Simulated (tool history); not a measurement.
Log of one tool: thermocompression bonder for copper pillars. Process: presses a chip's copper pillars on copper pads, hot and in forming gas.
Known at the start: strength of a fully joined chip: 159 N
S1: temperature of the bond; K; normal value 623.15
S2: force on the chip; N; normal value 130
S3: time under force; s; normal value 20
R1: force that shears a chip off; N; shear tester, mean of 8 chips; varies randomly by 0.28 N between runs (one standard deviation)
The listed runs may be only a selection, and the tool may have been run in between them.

Run 1, hour 0: usual settings. Result: R1 87.8 N.
Run 2, hour 9: usual settings. Result: R1 86.9 N.
Run 3, hour 16.3: usual settings. Result: R1 87.9 N.
Run 4, hour 24.8: usual settings. Result: R1 87.7 N.
At hour 32.4: forming gas filter changed.
Run 5, hour 34.7: usual settings. Result: R1 90 N.
Run 6, hour 41.2: usual settings. Result: R1 89.8 N.
Run 7, hour 50.5: usual settings. Result: R1 89.8 N.
Run 8, hour 60: usual settings but S3 32 s. Result: R1 103 N.
Run 9, hour 64.6: usual settings but S2 126 N, S3 32 s. Result: R1 101.9 N.
Run 10, hour 69.8: usual settings. Result: R1 89.4 N.
Run 11, hour 74.2: usual settings. Result: R1 89.9 N.
Run 12, hour 83.4: usual settings but S2 79 N. Result: R1 61.6 N.
At hour 85.6: force cell calibrated.
Run 13, hour 91.3: usual settings but S2 79 N. Result: R1 61.6 N.
Run 14, hour 95.9: usual settings but S2 79 N. Result: R1 61.9 N.
Run 15, hour 101.3: usual settings but S2 101 N. Result: R1 75.1 N.
Run 16, hour 107.1: usual settings but S2 101 N. Result: R1 74.9 N.
Run 17, hour 115.5: usual settings but S2 94 N. Result: R1 70.5 N.
Run 18, hour 124.9: usual settings but S3 10 s. Result: R1 70.3 N.
Run 19, hour 134.5: usual settings but S1 646.15 K. Result: R1 105.7 N.
At hour 136.8: force cell calibrated, once more.
Run 20, hour 140.6: usual settings. Result: R1 89.4 N.
Run 21, hour 146.7: usual settings but S2 174 N. Result: R1 106.8 N.
Run 22, hour 156: usual settings but S1 612.15 K, S2 139 N. Result: R1 85.5 N.
Run 23, hour 164.8: usual settings but S1 612.15 K, S2 139 N. Result: R1 84.8 N.
Run 24, hour 172.5: usual settings but S3 30 s. Result: R1 100.8 N.
Run 25, hour 179.9: usual settings but S1 621.15 K. Result: R1 87.7 N.
Run 26, hour 185.7: usual settings but S1 641.15 K, S2 121 N. Result: R1 97 N.
Run 27, hour 192.1: usual settings but S1 641.15 K, S2 121 N, S3 15 s. Result: R1 89.2 N.
Run 28, hour 196.5: usual settings but S1 631.15 K, S2 83 N, S3 26 s. Result: R1 75.9 N.
Run 29, hour 203.2: usual settings but S1 622.15 K. Result: R1 87.7 N.
Run 30, hour 209.9: usual settings but S1 594.15 K, S2 161 N, S3 12 s. Result: R1 66.7 N.
Run 31, hour 213.7: usual settings but S1 653.15 K, S3 49 s. Result: R1 132 N.
Run 32, hour 217.9: usual settings but S1 618.15 K, S2 163 N, S3 39 s. Result: R1 117.4 N.
Run 33, hour 223.5: usual settings but S1 618.15 K, S2 163 N, S3 39 s. Result: R1 117 N.
Run 34, hour 230.1: usual settings but S1 634.15 K, S2 115 N, S3 14 s. Result: R1 79.2 N.
Run 35, hour 238.6: usual settings but S2 96 N, S3 44 s. Result: R1 93.1 N.
Run 36, hour 247.3: usual settings but S2 128 N, S3 46 s. Result: R1 110.9 N.
Run 37, hour 253.6: usual settings but S2 128 N, S3 46 s. Result: R1 110.6 N.
Run 38, hour 258.5: usual settings but S1 618.15 K, S3 15 s. Result: R1 77.3 N.
Run 39, hour 266.1: usual settings but S1 648.15 K, S2 172 N, S3 34 s. Result: R1 133.5 N.
Run 40, hour 270.1: usual settings but S1 644.15 K. Result: R1 102.9 N.

What if the next run were any one of these 4? Each begins from the tool's condition after run 40:
Run A, hour 275.7: usual settings but S1 593.15 K, S2 96 N, S3 11 s. Result: R1 ?.
Run B, hour 275.7: usual settings but S1 630.15 K, S2 129 N, S3 28 s. Result: R1 ?.
Run C, hour 275.7: usual settings but S1 641.15 K, S2 85 N, S3 12 s. Result: R1 ?.
Run D, hour 275.7: usual settings but S1 604.15 K, S3 14 s. Result: R1 ?.

run     R1
  A   40.8
  B  102.6
  C   62.7
  D   65.4
With the hidden condition removed and each run's random variation left untouched, the same runs would have given:
run     R1
  A   40.6
  B  103.6
  C   62.9
  D   65.4
